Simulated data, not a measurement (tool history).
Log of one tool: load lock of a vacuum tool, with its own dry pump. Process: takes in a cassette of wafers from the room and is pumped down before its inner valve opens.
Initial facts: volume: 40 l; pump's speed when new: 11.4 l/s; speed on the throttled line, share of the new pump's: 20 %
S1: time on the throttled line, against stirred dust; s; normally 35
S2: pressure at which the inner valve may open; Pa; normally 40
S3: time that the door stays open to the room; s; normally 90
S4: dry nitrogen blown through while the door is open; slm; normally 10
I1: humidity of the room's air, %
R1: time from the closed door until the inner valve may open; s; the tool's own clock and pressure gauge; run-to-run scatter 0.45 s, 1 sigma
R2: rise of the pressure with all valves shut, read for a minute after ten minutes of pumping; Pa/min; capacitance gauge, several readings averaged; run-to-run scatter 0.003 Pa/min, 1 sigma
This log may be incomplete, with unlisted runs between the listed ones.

{"run": 1, "day": 0.0, "S1": 35, "S2": 40, "S3": 90, "S4": 10, "I1": 42.8, "R1": 56.2, "R2": 0.192}
{"run": 2, "day": 23.017, "S1": 35, "S2": 40, "S3": 90, "S4": 10, "I1": 44.6, "R1": 56.3, "R2": 0.21}
{"run": 3, "day": 34.521, "S1": 35, "S2": 40, "S3": 90, "S4": 10, "I1": 45.4, "R1": 56.4, "R2": 0.218}
{"run": 4, "day": 47.375, "S1": 35, "S2": 40, "S3": 90, "S4": 10, "I1": 46.2, "R1": 57, "R2": 0.229}
{"day": 58.654, "done": "door's seal changed, seat wiped"}
{"run": 5, "day": 68.221, "S1": 35, "S2": 40, "S3": 90, "S4": 10, "I1": 47.9, "R1": 57, "R2": 0.05}
{"run": 6, "day": 86.225, "S1": 35, "S2": 40, "S3": 90, "S4": 10, "I1": 45.1, "R1": 57.6, "R2": 0.046}
{"run": 7, "day": 100.154, "S1": 35, "S2": 40, "S3": 90, "S4": 10, "I1": 45.3, "R1": 58, "R2": 0.052}
{"run": 8, "day": 115.467, "S1": 35, "S2": 40, "S3": 90, "S4": 10, "I1": 45.2, "R1": 57.1, "R2": 0.054}
{"run": 9, "day": 133.025, "S1": 35, "S2": 40, "S3": 168, "S4": 10, "I1": 46.1, "R1": 56.9, "R2": 0.075}
{"run": 10, "day": 148.242, "S1": 35, "S2": 40, "S3": 168, "S4": 10, "I1": 51.2, "R1": 58.1, "R2": 0.086}
{"run": 11, "day": 169.688, "S1": 35, "S2": 40, "S3": 168, "S4": 10, "I1": 44, "R1": 58.4, "R2": 0.083}
{"run": 12, "day": 187.179, "S1": 48, "S2": 78, "S3": 90, "S4": 6, "I1": 45.5, "R1": 65.5, "R2": 0.075}
{"run": 13, "day": 208.238, "S1": 48, "S2": 78, "S3": 90, "S4": 6, "I1": 44.2, "R1": 65.4, "R2": 0.08}
{"run": 14, "day": 218.792, "S1": 33, "S2": 40, "S3": 168, "S4": 15, "I1": 47.1, "R1": 57.1, "R2": 0.098}
{"run": 15, "day": 234.292, "S1": 33, "S2": 40, "S3": 168, "S4": 15, "I1": 45.7, "R1": 56.7, "R2": 0.095}
{"run": 16, "day": 251.633, "S1": 27, "S2": 37, "S3": 168, "S4": 15, "I1": 45.3, "R1": 53.5, "R2": 0.102}
{"run": 17, "day": 262.629, "S1": 27, "S2": 37, "S3": 168, "S4": 15, "I1": 45.6, "R1": 52.8, "R2": 0.106}
{"run": 18, "day": 275.779, "S1": 35, "S2": 46, "S3": 33, "S4": 38, "I1": 46.4, "R1": 58.7, "R2": 0.073}
{"run": 19, "day": 289.167, "S1": 35, "S2": 46, "S3": 33, "S4": 38, "I1": 46.1, "R1": 58.5, "R2": 0.079}
{"run": 20, "day": 301.133, "S1": 35, "S2": 63, "S3": 33, "S4": 38, "I1": 43.2, "R1": 56.6, "R2": 0.087}

Below are 5 alternative next runs, each starting from the tool's condition after run 20. Predict each:
{"run": "A", "day": 318.346, "S1": 35, "S2": 40, "S3": 90, "S4": 4, "I1": 45, "R1": "?", "R2": "?"}
{"run": "B", "day": 318.346, "S1": 35, "S2": 63, "S3": 222, "S4": 38, "I1": 50.4, "R1": "?", "R2": "?"}
{"run": "C", "day": 318.346, "S1": 58, "S2": 78, "S3": 90, "S4": 10, "I1": 44.5, "R1": "?", "R2": "?"}
{"run": "D", "day": 318.346, "S1": 35, "S2": 63, "S3": 33, "S4": 38, "I1": 42.3, "R1": "?", "R2": "?"}
{"run": "E", "day": 318.346, "S1": 35, "S2": 40, "S3": 88, "S4": 10, "I1": 48, "R1": "?", "R2": "?"}

run=A R1=59.6 R2=0.122
run=B R1=58.5 R2=0.122
run=C R1=73.3 R2=0.113
run=D R1=57.4 R2=0.085
run=E R1=59.9 R2=0.124
Had the tool no hidden state, the same runs would have come out as:
run=A R1=55.5 R2=0.047
run=B R1=54.8 R2=0.047
run=C R1=70.7 R2=0.038
run=D R1=53.6 R2=0.011
run=E R1=55.8 R2=0.047

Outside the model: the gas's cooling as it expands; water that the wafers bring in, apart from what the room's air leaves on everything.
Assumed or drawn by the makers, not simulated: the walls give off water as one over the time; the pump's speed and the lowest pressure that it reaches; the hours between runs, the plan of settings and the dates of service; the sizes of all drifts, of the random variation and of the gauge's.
